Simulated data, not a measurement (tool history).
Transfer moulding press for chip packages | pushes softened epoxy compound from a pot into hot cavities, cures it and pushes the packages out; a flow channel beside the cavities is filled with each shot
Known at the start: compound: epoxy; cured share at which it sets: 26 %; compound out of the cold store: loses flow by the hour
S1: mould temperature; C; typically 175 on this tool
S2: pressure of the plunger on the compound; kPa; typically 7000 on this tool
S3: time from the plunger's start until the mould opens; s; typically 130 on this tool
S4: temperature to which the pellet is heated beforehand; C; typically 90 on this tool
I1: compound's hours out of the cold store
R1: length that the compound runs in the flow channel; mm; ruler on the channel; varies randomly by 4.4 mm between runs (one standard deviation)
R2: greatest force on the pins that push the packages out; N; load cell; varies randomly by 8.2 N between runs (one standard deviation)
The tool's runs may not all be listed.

run,day,S1,S2,S3,S4,I1,R1,R2
1,0.000,175,7000,130,90,26.5,588,550
# day 1.258: cavities cleaned with cleaning compound and waxed
2,1.608,175,7000,130,90,35.7,562,740
3,2.829,175,7000,130,90,11.5,624,738
4,4.679,175,7000,130,90,46.2,539,717
# day 5.183: cavities cleaned with cleaning compound and waxed, once more
5,7.312,175,7000,129,90,19.7,605,526
# day 9.258: plunger's sealing rings changed
6,9.808,175,7000,129,90,11.1,649,625
# day 10.642: cavities cleaned with cleaning compound and waxed
7,10.983,175,7000,129,90,33.2,585,405
8,12.046,175,7000,129,90,26.0,601,480
9,13.358,175,7000,129,90,28.8,601,566
10,15.275,175,7000,129,90,47.5,549,581
# day 15.879: cavities cleaned with cleaning compound and waxed
11,17.442,175,7000,129,90,33.5,578,476
12,18.525,175,6320,129,90,24.7,565,534
13,19.775,181,6320,129,90,29.8,543,499
# day 21.258: cavities cleaned with cleaning compound and waxed
14,21.467,168,6320,129,90,33.7,558,598
15,22.708,168,6320,129,90,15.3,602,757
16,24.604,168,6320,129,90,26.8,573,902
17,25.821,168,6320,129,90,42.3,541,926
# day 26.496: cavities cleaned with cleaning compound and waxed
18,27.146,168,6320,133,90,44.5,527,618
19,28.392,178,8720,130,82,25.9,646,460
20,29.975,173,8720,124,82,31.0,641,691
21,31.183,168,7520,149,91,29.4,611,736
# day 31.758: cavities cleaned with cleaning compound and waxed
22,33.067,168,6530,113,81,46.9,524,955
23,34.325,168,6530,113,81,33.7,555,1166
# day 35.725: plunger's sealing rings changed
24,36.021,176,7000,130,96,37.0,585,560
# day 36.321: mould's thermocouples calibrated
# day 37.204: cavities cleaned with cleaning compound and waxed
25,38.742,175,6470,166,90,20.5,592,416
26,40.721,174,7000,134,85,16.0,631,594
27,41.921,174,5790,134,85,46.3,504,601
# day 42.500: cavities cleaned with cleaning compound and waxed
28,43.362,173,7000,148,90,28.7,599,415
29,45.358,173,7000,148,90,45.2,554,504

Forecast each of these 3 alternatives for the next run:
# day 47.833: cavities cleaned with cleaning compound and waxed
A,48.004,169,7000,148,88,12.4,?,?
# day 47.833: cavities cleaned with cleaning compound and waxed
B,48.004,175,6260,130,94,12.7,?,?
# day 47.833: cavities cleaned with cleaning compound and waxed
C,48.004,173,8380,148,90,31.5,?,?

run,R1,R2
A,643,450
B,594,372
C,630,358
With no hidden state in the tool, these same runs would have given:
run,R1,R2
A,659,422
B,609,350
C,646,338
